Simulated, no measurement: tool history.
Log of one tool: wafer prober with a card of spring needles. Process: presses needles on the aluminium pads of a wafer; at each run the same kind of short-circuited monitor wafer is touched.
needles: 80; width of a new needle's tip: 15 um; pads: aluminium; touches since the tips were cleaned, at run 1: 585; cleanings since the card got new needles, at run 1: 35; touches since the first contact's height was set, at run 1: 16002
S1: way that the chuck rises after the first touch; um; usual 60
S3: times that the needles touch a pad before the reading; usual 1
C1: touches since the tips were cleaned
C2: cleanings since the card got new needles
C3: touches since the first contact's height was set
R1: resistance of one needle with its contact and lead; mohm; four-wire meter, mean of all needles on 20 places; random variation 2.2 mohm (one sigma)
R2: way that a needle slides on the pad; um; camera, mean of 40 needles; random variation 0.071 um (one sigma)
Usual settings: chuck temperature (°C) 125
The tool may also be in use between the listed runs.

run 1 day=0 | S1=60 chuck_temperature_(°C)=125 S3=1 | C1=585 C2=35 C3=16002 | R1=253 R2=15.28
-- day=0.296 tips cleaned on abrasive film
run 2 day=0.379 | S1=60 chuck_temperature_(°C)=74 S3=1 | C1=831 C2=36 C3=19740 | R1=237 R2=15.27
-- day=0.633 tips cleaned on abrasive film
run 3 day=0.808 | S1=60 chuck_temperature_(°C)=125 S3=1 | C1=1740 C2=37 C3=23927 | R1=248 R2=15.15
-- day=0.967 tips cleaned on abrasive film
-- day=1.321 tips cleaned on abrasive film
run 4 day=1.412 | S1=60 chuck_temperature_(°C)=125 S3=1 | C1=928 C2=39 C3=29853 | R1=252 R2=15.39
-- day=1.658 tips cleaned on abrasive film
run 5 day=1.75 | S1=60 chuck_temperature_(°C)=125 S3=1 | C1=919 C2=40 C3=33157 | R1=250 R2=15.38
-- day=1.979 tips cleaned on abrasive film
-- day=2.325 tips cleaned on abrasive film
run 6 day=2.346 | S1=60 chuck_temperature_(°C)=125 S3=1 | C1=224 C2=42 C3=38998 | R1=246 R2=15.4
-- day=2.658 tips cleaned on abrasive film
-- day=2.979 tips cleaned on abrasive film
run 7 day=2.996 | S1=60 chuck_temperature_(°C)=125 S3=1 | C1=187 C2=44 C3=45363 | R1=248 R2=15.27
-- day=3.304 tips cleaned on abrasive film
run 8 day=3.346 | S1=67 chuck_temperature_(°C)=125 S3=1 | C1=423 C2=45 C3=48781 | R1=244 R2=17.11
-- day=3.65 tips cleaned on abrasive film
run 9 day=3.7 | S1=60 chuck_temperature_(°C)=125 S3=2 | C1=491 C2=46 C3=52244 | R1=250 R2=15.26
-- day=3.975 tips cleaned on abrasive film
run 10 day=4.025 | S1=60 chuck_temperature_(°C)=125 S3=2 | C1=493 C2=47 C3=55440 | R1=247 R2=15.49
-- day=4.3 tips cleaned on abrasive film
run 11 day=4.521 | S1=60 chuck_temperature_(°C)=125 S3=2 | C1=2172 C2=48 C3=60311 | R1=249 R2=15.37
-- day=4.617 tips cleaned on abrasive film
-- day=4.954 tips cleaned on abrasive film
run 12 day=4.954 | S1=58 chuck_temperature_(°C)=48 S3=1 | C1=0 C2=50 C3=64550 | R1=232 R2=15
-- day=5.317 tips cleaned on abrasive film
run 13 day=5.546 | S1=58 chuck_temperature_(°C)=48 S3=1 | C1=2309 C2=51 C3=70381 | R1=231 R2=14.93

Measured less the same run without the tool's hidden state. The same run-to-run variation is in both; the gauge's scatter may not be:
The hidden state here: debris on the tips, nm; way that the needles fall short of the set height, um; tips' diameter, um; drift of the gauge itself on contact_mohm, %; drift of the gauge itself on scrub_um, %.
run=1 R2=+0
run=2 R2=+0
run=3 R2=+0.02
run=4 R2=+0.03
run=5 R2=+0.04
run=6 R2=+0.06
run=7 R2=+0.07
run=8 R2=+0.09
run=9 R2=+0.09
run=10 R2=+0.1
run=11 R2=+0.11
run=12 R2=+0.12
run=13 R2=+0.13
R1: within 1 mohm of the measured result in every run.

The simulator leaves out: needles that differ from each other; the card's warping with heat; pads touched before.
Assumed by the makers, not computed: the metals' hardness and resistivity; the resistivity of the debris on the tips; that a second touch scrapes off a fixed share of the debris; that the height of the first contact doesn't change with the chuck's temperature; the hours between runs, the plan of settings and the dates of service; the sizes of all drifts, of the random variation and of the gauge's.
